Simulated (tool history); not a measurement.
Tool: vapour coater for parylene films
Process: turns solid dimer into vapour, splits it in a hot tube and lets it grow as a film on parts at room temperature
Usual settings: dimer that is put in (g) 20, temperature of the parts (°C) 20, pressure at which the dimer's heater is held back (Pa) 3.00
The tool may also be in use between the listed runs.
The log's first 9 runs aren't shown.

run,hour,dimer that is put in (g),temperature of the parts (°C),pressure at which the dimer's heater is held back (Pa),thickness of the film (um)
10,331.7,20,20,2.29,6.88
11,363.2,20,20,2.29,6.84
12,384.7,17,20,3.00,5.38
13,429.0,20,20,3.00,6.30
14,472.0,20,20,3.00,6.22
15,506.3,15,20,3.00,4.65
16,542.1,15,20,3.00,4.60
17,563.0,20,20,6.19,5.27
18,588.5,17,20,4.42,4.70
19,632.8,17,20,4.42,4.66
20,657.0,13,16,3.83,3.89
# hour 679.5: trap's valve overhauled
21,709.2,20,16,3.82,6.63
22,730.9,14,20,3.00,4.61
# hour 765.2: table's thermometer calibrated
23,776.6,16,31,4.93,3.76
24,811.6,16,31,4.93,3.72
25,855.4,16,31,4.93,3.74
26,898.0,12,14,4.93,3.76
27,945.8,12,14,4.93,3.64
28,996.2,25,20,3.89,7.13
29,1037.3,24,14,5.50,7.02
30,1076.0,24,14,5.50,6.99
31,1102.8,24,18,5.50,6.56
# hour 1123.6: trap's valve overhauled
32,1139.6,23,12,4.48,7.94

4 ways to go on from here, each from the tool as it stands after run 32. What would each give?
A,1183.1,15,12,4.48,?
B,1183.1,35,13,6.37,?
C,1183.1,23,12,8.48,?
D,1183.1,20,20,10.73,?

run,thickness of the film (um)
A,5.12
B,10.82
C,6.70
D,4.87
Without the tool's hidden state the same runs would have given:
run,thickness of the film (um)
A,5.21
B,11.00
C,6.82
D,4.95
